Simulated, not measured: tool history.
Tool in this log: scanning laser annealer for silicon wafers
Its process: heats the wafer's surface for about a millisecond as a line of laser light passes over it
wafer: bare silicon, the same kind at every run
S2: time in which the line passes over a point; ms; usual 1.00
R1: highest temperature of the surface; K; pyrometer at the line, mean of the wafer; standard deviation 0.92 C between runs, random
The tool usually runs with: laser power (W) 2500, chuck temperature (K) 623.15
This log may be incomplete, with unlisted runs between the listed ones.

Run 1, hour 0.0: usual settings. Result: R1 1395.75 K.
Run 2, hour 24.5: usual settings. Result: R1 1398.75 K.
Run 3, hour 59.4: usual settings. Result: R1 1396.85 K.
Run 4, hour 94.0: usual settings but chuck temperature (K) 594.15. Result: R1 1367.95 K.
Run 5, hour 110.3: usual settings but chuck temperature (K) 594.15. Result: R1 1368.45 K.
Run 6, hour 140.8: usual settings but chuck temperature (K) 594.15. Result: R1 1366.25 K.
Run 7, hour 177.9: usual settings but laser power (W) 2656, chuck temperature (K) 594.15. Result: R1 1414.75 K.
Run 8, hour 206.7: usual settings but laser power (W) 2656, chuck temperature (K) 594.15. Result: R1 1413.35 K.
Run 9, hour 233.4: usual settings but laser power (W) 2656, chuck temperature (K) 594.15. Result: R1 1413.75 K.
Run 10, hour 257.4: usual settings but laser power (W) 2656, chuck temperature (K) 594.15. Result: R1 1413.15 K.
Run 11, hour 288.4: usual settings. Result: R1 1394.95 K.
Run 12, hour 312.0: usual settings. Result: R1 1395.05 K.
Run 13, hour 328.8: usual settings. Result: R1 1394.75 K.
Run 14, hour 347.7: usual settings. Result: R1 1394.25 K.
Run 15, hour 385.0: usual settings. Result: R1 1394.65 K.
Run 16, hour 402.3: usual settings. Result: R1 1393.65 K.
Run 17, hour 421.9: usual settings. Result: R1 1390.55 K.
Run 18, hour 440.9: usual settings. Result: R1 1391.75 K.
Run 19, hour 474.8: usual settings but S2 0.71 ms. Result: R1 1265.25 K.
Run 20, hour 512.9: usual settings but chuck temperature (K) 642.15. Result: R1 1409.65 K.
Run 21, hour 530.3: usual settings but chuck temperature (K) 642.15. Result: R1 1410.35 K.
Run 22, hour 560.2: usual settings but laser power (W) 2680, S2 0.80 ms, chuck temperature (K) 642.15. Result: R1 1371.75 K.
Run 23, hour 594.4: usual settings but laser power (W) 2187, S2 1.07 ms, chuck temperature (K) 601.15. Result: R1 1296.15 K.
Run 24, hour 624.4: usual settings but laser power (W) 2187, S2 1.07 ms, chuck temperature (K) 601.15. Result: R1 1295.45 K.
Run 25, hour 643.9: usual settings but laser power (W) 2187, S2 0.87 ms, chuck temperature (K) 610.15. Result: R1 1233.45 K.

Run 26 has not been measured yet. What should we expect?
Run 26, hour 670.2: usual settings but laser power (W) 2187, S2 0.87 ms, chuck temperature (K) 610.15. Result: R1 ?.

{"run 26": {"R1": 1233.45}}
If the tool had no hidden condition, the same run with the same run-to-run variation would have returned R1 1246.75 K.
